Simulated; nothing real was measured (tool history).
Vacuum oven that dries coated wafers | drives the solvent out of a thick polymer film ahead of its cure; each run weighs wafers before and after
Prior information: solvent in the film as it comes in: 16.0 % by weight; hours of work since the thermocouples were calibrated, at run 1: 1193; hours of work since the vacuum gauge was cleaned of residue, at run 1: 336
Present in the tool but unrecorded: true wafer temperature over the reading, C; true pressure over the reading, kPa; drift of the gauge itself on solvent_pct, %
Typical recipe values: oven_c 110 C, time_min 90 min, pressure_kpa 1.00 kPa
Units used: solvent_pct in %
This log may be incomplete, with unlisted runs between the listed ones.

| run | hour | oven_c | time_min | pressure_kpa | hours of work since the thermocouples were calibrated | hours of work since the vacuum gauge was cleaned of residue | solvent_pct |
|---|---|---|---|---|---|---|---|
| 1 | 0.0 | 110 | 90 | 1.00 | 1193 | 336 | 1.14 |
| 2 | 19.9 | 110 | 90 | 1.00 | 1208 | 351 | 1.14 |
| 3 | 45.8 | 110 | 90 | 1.00 | 1228 | 371 | 1.23 |
| 4 | 62.6 | 110 | 90 | 1.00 | 1241 | 384 | 1.21 |
| 5 | 78.7 | 110 | 90 | 1.00 | 1254 | 397 | 1.17 |
| 6 | 99.1 | 110 | 90 | 1.00 | 1269 | 413 | 1.14 |
| 7 | 116.1 | 110 | 90 | 1.00 | 1283 | 426 | 1.17 |
| 8 | 147.6 | 104 | 90 | 1.00 | 1307 | 450 | 1.93 |
| 9 | 163.0 | 110 | 110 | 1.00 | 1319 | 462 | 0.81 |
| 10 | 181.7 | 110 | 61 | 1.00 | 1334 | 477 | 2.44 |
| 11 | 197.0 | 110 | 61 | 1.00 | 1345 | 489 | 2.32 |
| 12 | 220.3 | 110 | 71 | 1.00 | 1363 | 507 | 1.93 |
| 13 | 240.4 | 101 | 90 | 1.00 | 1379 | 522 | 2.42 |
|  | 250.7 | oven's thermocouples calibrated |
| 14 | 263.5 | 101 | 90 | 1.00 | 10 | 539 | 2.00 |
| 15 | 294.3 | 101 | 90 | 1.00 | 34 | 563 | 2.08 |
| 16 | 319.6 | 101 | 90 | 1.00 | 54 | 582 | 2.11 |
| 17 | 335.6 | 110 | 69 | 1.00 | 66 | 595 | 1.64 |
| 18 | 350.6 | 110 | 69 | 1.00 | 78 | 606 | 1.66 |
| 19 | 372.8 | 115 | 69 | 1.00 | 95 | 624 | 1.13 |
| 20 | 403.1 | 110 | 67 | 1.00 | 118 | 647 | 1.83 |
| 21 | 424.1 | 110 | 67 | 1.00 | 135 | 663 | 1.82 |
| 22 | 449.3 | 110 | 67 | 1.00 | 154 | 683 | 1.84 |
| 23 | 466.8 | 95 | 160 | 1.32 | 168 | 697 | 1.62 |
| 24 | 480.0 | 116 | 130 | 2.40 | 178 | 707 | 0.80 |
| 25 | 497.5 | 110 | 90 | 3.86 | 192 | 720 | 2.09 |
| 26 | 524.3 | 112 | 131 | 1.31 | 212 | 741 | 0.64 |

Estimate the outcome of run 27 from the log above:
| 27 | 554.3 | 100 | 128 | 2.66 | 236 | 764 | ? |

{"run 27": {"solvent_pct": 2.11}}
If the tool had no hidden condition, the same run with the same run-to-run variation would have returned solvent_pct 2.01 %.
